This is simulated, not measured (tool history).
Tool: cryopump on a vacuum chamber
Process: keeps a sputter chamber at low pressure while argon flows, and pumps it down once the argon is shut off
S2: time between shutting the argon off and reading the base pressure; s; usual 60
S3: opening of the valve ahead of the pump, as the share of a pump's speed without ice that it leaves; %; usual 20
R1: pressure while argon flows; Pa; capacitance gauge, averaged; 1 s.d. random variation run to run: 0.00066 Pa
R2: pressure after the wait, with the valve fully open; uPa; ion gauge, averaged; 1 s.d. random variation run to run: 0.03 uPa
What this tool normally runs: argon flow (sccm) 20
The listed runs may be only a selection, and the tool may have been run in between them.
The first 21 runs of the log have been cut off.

{"run": 22, "hour": 1534.4, "argon flow (sccm)": 15, "S2": 293, "S3": 49, "R1": 0.0384, "R2": 0.84}
{"run": 23, "hour": 1618.0, "argon flow (sccm)": 20, "S2": 274, "S3": 20, "R1": 0.117, "R2": 0.88}
{"run": 24, "hour": 1687.6, "argon flow (sccm)": 20, "S2": 274, "S3": 20, "R1": 0.1156, "R2": 0.85}
{"run": 25, "hour": 1760.3, "argon flow (sccm)": 34, "S2": 27, "S3": 49, "R1": 0.0903, "R2": 3.68}
{"run": 26, "hour": 1803.2, "argon flow (sccm)": 16, "S2": 56, "S3": 50, "R1": 0.0414, "R2": 2.11}
{"hour": 1890.7, "done": "pump warmed up, emptied and cooled again"}
{"run": 27, "hour": 1898.6, "argon flow (sccm)": 16, "S2": 56, "S3": 50, "R1": 0.0348, "R2": 1.88}
{"run": 28, "hour": 1950.8, "argon flow (sccm)": 19, "S2": 130, "S3": 43, "R1": 0.0482, "R2": 1.12}
{"run": 29, "hour": 1997.8, "argon flow (sccm)": 25, "S2": 85, "S3": 48, "R1": 0.0577, "R2": 1.48}
{"run": 30, "hour": 2060.5, "argon flow (sccm)": 20, "S2": 140, "S3": 20, "R1": 0.1096, "R2": 1.1}
{"run": 31, "hour": 2105.8, "argon flow (sccm)": 27, "S2": 171, "S3": 17, "R1": 0.1725, "R2": 0.97}
{"run": 32, "hour": 2174.0, "argon flow (sccm)": 27, "S2": 171, "S3": 17, "R1": 0.1733, "R2": 1.04}
{"run": 33, "hour": 2223.8, "argon flow (sccm)": 13, "S2": 60, "S3": 20, "R1": 0.0712, "R2": 1.87}
{"run": 34, "hour": 2280.3, "argon flow (sccm)": 21, "S2": 58, "S3": 20, "R1": 0.1156, "R2": 1.94}
{"run": 35, "hour": 2374.6, "argon flow (sccm)": 12, "S2": 20, "S3": 20, "R1": 0.0664, "R2": 4.5}

Branching from run 35: 3 alternative next runs. What would each branch give?
{"run": "A", "hour": 2472.2, "argon flow (sccm)": 12, "S2": 37, "S3": 26, "R1": "?", "R2": "?"}
{"run": "B", "hour": 2472.2, "argon flow (sccm)": 11, "S2": 20, "S3": 20, "R1": "?", "R2": "?"}
{"run": "C", "hour": 2472.2, "argon flow (sccm)": 20, "S2": 22, "S3": 42, "R1": "?", "R2": "?"}

run=A R1=0.0514 R2=2.74
run=B R1=0.0613 R2=4.57
run=C R1=0.0543 R2=4.28
What these runs would have given with no unlogged condition in the tool:
run=A R1=0.0491 R2=2.31
run=B R1=0.0591 R2=4.14
run=C R1=0.0504 R2=3.84
